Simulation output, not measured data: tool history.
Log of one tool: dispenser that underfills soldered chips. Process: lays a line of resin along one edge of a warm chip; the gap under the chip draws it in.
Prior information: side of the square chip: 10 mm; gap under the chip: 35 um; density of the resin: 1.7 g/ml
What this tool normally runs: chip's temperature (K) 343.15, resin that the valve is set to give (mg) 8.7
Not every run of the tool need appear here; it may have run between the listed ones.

run,hour,chip's temperature (K),resin that the valve is set to give (mg),time until the resin shows at the far edge (s),resin that the valve gave (mg)
1,0,343.15,8.7,48.9,7.93
2,5.2,343.15,8.7,34.7,8.11
3,9.3,343.15,8.7,41.2,8.09
4,13.6,343.15,8.7,49.5,8.04
5,18.8,332.15,8.7,59.4,7.9
6,24.5,332.15,10.31,71.7,9.4
7,29.8,332.15,10.31,86.3,10.32
8,34.8,332.15,10.31,61.6,10.23
9,41.4,332.15,10.31,82.6,10.24
10,47.9,332.15,10.31,61.9,10.21
11,51.5,340.15,8.7,51.6,8.69
12,57.1,340.15,8.7,65.7,8.5
13,61.9,346.15,8.59,36.3,8.51
14,65.3,340.15,8.67,54.6,8.47
15,70.2,337.15,10.71,74.2,10.49
16,73.6,343.15,10.49,38.4,10.13
17,76.7,345.15,11.11,39.5,10.8
18,84.1,351.15,11.11,24.4,10.79
19,89.6,338.15,8.12,57.4,7.79
20,96.3,354.15,10.19,36.7,9.71

The log once held 8 entries between its listed runs, left out of this copy. Where does each go, and what is different about the tool's unlogged condition between the listed run before it and the listed run after it?
Logged between run 1 and run 2: new syringe of resin (hour 5.2)
  resin's viscosity, % of fresh resin's: 137.6 -> 98.8; dose that the valve gives, % of what is set: 92.39 -> 92.11; true chip temperature over the reading, C: -1.2 -> -1.22
  what was measured, less what the result would be without the hidden state, time until the resin shows at the far edge (s): +15.8 -> +2; resin that the valve gave (mg): -0.66 -> -0.69
Logged between run 4 and run 5: new syringe of resin (hour 18.4)
  resin's viscosity, % of fresh resin's: 138.8 -> 100.7; dose that the valve gives, % of what is set: 91.59 -> 91.29; true chip temperature over the reading, C: -1.27 -> -1.29
  what was measured, less what the result would be without the hidden state, time until the resin shows at the far edge (s): +16.3 -> +4.9; resin that the valve gave (mg): -0.73 -> -0.76
Logged between run 6 and run 7: dispensing valve cleaned and set on the balance (hour 26.9)
  resin's viscosity, % of fresh resin's: 126.9 -> 151.1; dose that the valve gives, % of what is set: 90.96 -> 99.81; true chip temperature over the reading, C: -1.32 -> -1.34
  what was measured, less what the result would be without the hidden state, time until the resin shows at the far edge (s): +19 -> +32.8; resin that the valve gave (mg): -0.93 -> -0.02
Logged between run 7 and run 8: new syringe of resin (hour 32.2)
  resin's viscosity, % of fresh resin's: 151.1 -> 110.9; dose that the valve gives, % of what is set: 99.81 -> 99.54; true chip temperature over the reading, C: -1.34 -> -1.36
  what was measured, less what the result would be without the hidden state, time until the resin shows at the far edge (s): +32.8 -> +9.5; resin that the valve gave (mg): -0.02 -> -0.05
Logged between run 9 and run 10: new syringe of resin (hour 45.4)
  resin's viscosity, % of fresh resin's: 144.7 -> 111; dose that the valve gives, % of what is set: 99.16 -> 98.81; true chip temperature over the reading, C: -1.39 -> -1.42
  what was measured, less what the result would be without the hidden state, time until the resin shows at the far edge (s): +29 -> +9.7; resin that the valve gave (mg): -0.09 -> -0.13
Logged between run 12 and run 13: new syringe of resin (hour 58.1)
  resin's viscosity, % of fresh resin's: 161.3 -> 116.8; dose that the valve gives, % of what is set: 98.25 -> 98; true chip temperature over the reading, C: -1.47 -> -1.49
  what was measured, less what the result would be without the hidden state, time until the resin shows at the far edge (s): +27.5 -> +7.4; resin that the valve gave (mg): -0.16 -> -0.17
Logged between run 15 and run 16: new syringe of resin (hour 71)
  resin's viscosity, % of fresh resin's: 163.7 -> 112.2; dose that the valve gives, % of what is set: 97.51 -> 97.32; true chip temperature over the reading, C: -1.53 -> -1.54
  what was measured, less what the result would be without the hidden state, time until the resin shows at the far edge (s): +32.1 -> +6.4; resin that the valve gave (mg): -0.27 -> -0.28
Logged between run 17 and run 18: new syringe of resin (hour 84.1)
  resin's viscosity, % of fresh resin's: 126.8 -> 101.6; dose that the valve gives, % of what is set: 97.14 -> 96.72; true chip temperature over the reading, C: -1.56 -> -1.59
  what was measured, less what the result would be without the hidden state, time until the resin shows at the far edge (s): +10.5 -> +2; resin that the valve gave (mg): -0.32 -> -0.36
